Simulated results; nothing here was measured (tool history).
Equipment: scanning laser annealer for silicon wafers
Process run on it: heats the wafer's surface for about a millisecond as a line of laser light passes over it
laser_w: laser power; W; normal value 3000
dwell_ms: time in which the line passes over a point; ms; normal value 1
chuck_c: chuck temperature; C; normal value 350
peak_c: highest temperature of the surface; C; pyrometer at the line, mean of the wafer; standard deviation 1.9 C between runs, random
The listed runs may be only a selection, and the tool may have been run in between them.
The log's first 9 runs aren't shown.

run   hour  laser_w  dwell_ms  chuck_c  peak_c
     361.4  -- optics aligned, line set to its width
 10  377.2     3000         1      322    1041
 11  406.5     2628         1      350     973
 12  457.9     2628         1      350     970
 13  503.4     3000         1      350    1064
 14  560.3     3000         1      350    1064
 15  597.3     3000         1      350    1065
 16  631.6     3000         1      350    1060
 17  677.1     3000         1      350    1058
 18  709.9     3286         1      350    1130
 19  751.4     2784         1      350    1001
 20  793.2     2784         1      350     996
 21  834.6     3157         1      375    1120
 22  890.6     2746      0.97      345     970
 23  916.5     2746      0.97      345     970

Run 24 is up next; what results do you expect?
 24  954.1     2987      0.75      346       ?

{"run 24": {"peak_c": 943}}
Take away the tool's hidden state, keep the run-to-run variation as it was, and the same run would have given peak_c 979 C.

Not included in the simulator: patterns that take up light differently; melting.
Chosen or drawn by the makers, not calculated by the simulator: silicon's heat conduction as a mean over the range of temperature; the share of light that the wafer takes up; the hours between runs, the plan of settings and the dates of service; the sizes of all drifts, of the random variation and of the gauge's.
